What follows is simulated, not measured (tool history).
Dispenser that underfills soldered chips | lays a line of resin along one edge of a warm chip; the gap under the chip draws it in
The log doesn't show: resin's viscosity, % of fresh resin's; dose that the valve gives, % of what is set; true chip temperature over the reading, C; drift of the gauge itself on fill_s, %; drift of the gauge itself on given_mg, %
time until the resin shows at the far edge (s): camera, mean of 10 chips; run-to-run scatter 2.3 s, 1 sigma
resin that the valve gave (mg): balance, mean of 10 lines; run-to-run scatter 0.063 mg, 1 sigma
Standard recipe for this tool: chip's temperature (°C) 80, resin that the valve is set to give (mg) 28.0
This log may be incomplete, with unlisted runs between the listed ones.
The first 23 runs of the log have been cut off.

run,hour,chip's temperature (°C),resin that the valve is set to give (mg),hours of work since the syringe was changed,hours of work since the valve was cleaned,hours of work since the stage was calibrated,time until the resin shows at the far edge (s),resin that the valve gave (mg)
24,99.4,85,31.5,2,60,88,215.9,30.69
25,101.9,68,31.5,4,62,89,388.0,30.63
26,105.1,93,32.5,6,64,92,213.8,31.60
# hour 108.0: new syringe of resin
27,108.5,88,35.9,0,67,94,185.0,34.78
28,113.5,90,33.2,4,71,98,213.8,32.07
29,116.4,90,33.2,6,73,100,230.9,32.08
# hour 119.3: new syringe of resin
30,122.3,90,33.2,2,77,104,190.3,32.12
31,126.1,80,28.5,5,80,107,298.4,27.48
# hour 130.5: new syringe of resin
32,131.3,80,28.5,1,83,110,245.4,27.44
33,136.5,80,23.9,4,87,114,304.9,22.92
# hour 141.7: new syringe of resin
34,141.7,71,34.5,0,91,118,303.0,33.16
35,145.7,71,34.5,3,94,121,343.9,33.10
# hour 148.7: dispensing valve cleaned and set on the balance
36,149.1,89,33.7,5,0,123,216.9,33.71

Each row is a separate what-if for the run after 36, all from the same tool condition, not one after another. Results?
# hour 154.0: new syringe of resin
A,155.3,71,33.7,1,5,127,?,?
# hour 154.0: new syringe of resin
B,155.3,80,33.7,1,5,127,?,?
# hour 154.0: new syringe of resin
C,155.3,94,28.0,1,5,127,?,?

run,time until the resin shows at the far edge (s),resin that the valve gave (mg)
A,307.0,33.62
B,233.3,33.60
C,165.2,27.86
Without the tool's unlogged condition, the same runs would have read:
run,time until the resin shows at the far edge (s),resin that the valve gave (mg)
A,288.8,33.72
B,219.7,33.71
C,155.7,27.94

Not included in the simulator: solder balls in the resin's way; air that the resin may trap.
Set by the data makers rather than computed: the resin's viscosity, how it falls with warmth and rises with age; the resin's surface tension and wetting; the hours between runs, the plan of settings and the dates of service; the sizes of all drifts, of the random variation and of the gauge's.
